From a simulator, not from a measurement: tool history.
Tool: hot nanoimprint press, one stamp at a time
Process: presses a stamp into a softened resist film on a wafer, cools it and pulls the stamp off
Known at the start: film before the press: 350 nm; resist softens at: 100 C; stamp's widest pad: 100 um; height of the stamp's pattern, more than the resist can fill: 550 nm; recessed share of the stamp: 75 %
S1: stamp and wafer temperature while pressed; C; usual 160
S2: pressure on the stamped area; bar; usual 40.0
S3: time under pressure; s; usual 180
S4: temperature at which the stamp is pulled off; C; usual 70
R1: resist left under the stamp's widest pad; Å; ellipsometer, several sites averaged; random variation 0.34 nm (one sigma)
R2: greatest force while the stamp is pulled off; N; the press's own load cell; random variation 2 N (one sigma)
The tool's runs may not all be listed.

run	hour	S1	S2	S3	S4	R1	R2
1	0.0	160	40.0	180	70	1331	205
2	28.8	160	40.0	180	70	1329	203
3	68.2	160	40.0	180	70	1328	204
4	103.4	160	40.0	180	70	1325	199
5	133.0	160	40.0	180	70	1321	204
6	164.8	160	40.0	196	70	1281	200
# hour 210.4: stamp cleaned and given a new release coat
7	213.3	160	40.0	196	70	1276	206
8	264.0	160	40.0	180	70	1321	201
9	288.8	160	40.0	180	70	1322	200
10	324.7	160	40.0	180	70	1318	197
11	345.7	160	26.0	180	70	1625	201
# hour 367.2: plate thermocouple calibrated
12	398.9	160	26.0	180	70	1626	201
13	430.0	160	26.0	180	70	1613	201
14	477.9	160	54.8	180	70	1123	202
15	504.9	172	40.0	180	70	759	197
16	551.8	151	27.7	180	70	2302	200
17	579.2	160	56.6	180	70	1101	200
18	618.1	158	25.9	281	59	1508	211
19	640.7	150	59.0	234	76	1633	197
20	677.4	160	25.6	207	74	1541	199
21	700.6	148	25.6	207	61	2542	215
22	733.0	148	25.6	207	61	2535	210
23	763.4	148	39.7	333	61	1902	214
24	799.5	148	39.7	333	61	1910	214
25	825.1	160	35.3	180	70	1395	200
26	852.1	162	40.0	180	59	1189	214
# hour 862.3: stamp cleaned and given a new release coat
# hour 873.4: plate thermocouple calibrated
27	900.2	164	40.0	180	77	1083	195
28	932.8	164	40.0	180	77	1081	196
29	978.3	164	40.0	180	77	1080	189

3 ways to go on from here, each from the tool as it stands after run 29. What would each give?
A	1028.6	160	50.8	124	74	?	?
B	1028.6	160	40.0	95	70	?	?
C	1028.6	160	59.3	100	70	?	?

run	R1	R2
A	1336	198
B	1659	201
C	1352	205
Without the tool's hidden state the same runs would have given:
run	R1	R2
A	1360	198
B	1689	201
C	1376	205
